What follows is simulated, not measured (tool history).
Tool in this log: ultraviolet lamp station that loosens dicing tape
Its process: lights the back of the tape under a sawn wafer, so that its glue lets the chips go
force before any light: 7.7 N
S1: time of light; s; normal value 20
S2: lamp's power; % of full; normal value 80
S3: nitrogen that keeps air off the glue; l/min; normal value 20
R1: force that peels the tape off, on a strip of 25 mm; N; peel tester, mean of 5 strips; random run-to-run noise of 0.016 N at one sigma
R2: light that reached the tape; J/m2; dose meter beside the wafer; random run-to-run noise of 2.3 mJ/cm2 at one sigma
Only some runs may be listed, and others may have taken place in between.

run 1 hour=0 | S1=20 S2=80 S3=20 | R1=1.252 R2=1630
run 2 hour=46.5 | S1=20 S2=94 S3=20 | R1=0.962 R2=1920
run 3 hour=106.6 | S1=20 S2=73 S3=20 | R1=1.518 R2=1500
run 4 hour=173.5 | S1=20 S2=89 S3=20 | R1=1.109 R2=1770
run 5 hour=250.3 | S1=20 S2=89 S3=20 | R1=1.155 R2=1720
run 6 hour=313.1 | S1=20 S2=89 S3=20 | R1=1.204 R2=1740
run 7 hour=412.7 | S1=20 S2=80 S3=28 | R1=1.306 R2=1490
run 8 hour=494.4 | S1=20 S2=80 S3=20 | R1=1.572 R2=1460
-- hour=503.3 window cleaned of glue's vapour
run 9 hour=576.5 | S1=20 S2=80 S3=9 | R1=2.501 R2=1300
run 10 hour=665.4 | S1=35 S2=93 S3=24 | R1=0.396 R2=2600
run 11 hour=724.3 | S1=35 S2=93 S3=24 | R1=0.424 R2=2500
-- hour=822.6 window cleaned of glue's vapour, once more
run 12 hour=822.8 | S1=11 S2=93 S3=12 | R1=2.857 R2=1050
run 13 hour=917.8 | S1=18 S2=94 S3=12 | R1=1.643 R2=1680
run 14 hour=1004.2 | S1=22 S2=70 S3=12 | R1=1.919 R2=1500
run 15 hour=1071.2 | S1=22 S2=70 S3=12 | R1=1.998 R2=1480
run 16 hour=1122.4 | S1=34 S2=91 S3=9 | R1=0.7 R2=2890
run 17 hour=1171.5 | S1=21 S2=75 S3=9 | R1=2.284 R2=1450

Below, some changes in R1 between adjacent runs. For each, the amount present without the hidden state too (settings, incoming material, random variation) and the amount remaining for the hidden state with gauge scatter not shared by both compared results:
What the log doesn't record here: lamp's light, % of a new lamp's; light that the window lets through, % of a clean one's; drift of the gauge itself on peel_n, %; drift of the gauge itself on dose_mj_cm2, %.
Run 9 -> 10: S1 20 -> 35, S2 80 -> 93, S3 9 -> 24. R1 -2.105 N: hidden state -0.921, all else -1.184.
Run 11 -> 12: S1 35 -> 11, S3 24 -> 12, window cleaned of glue's vapour, once more. R1 +2.433 N: hidden state +0.407, all else +2.026.
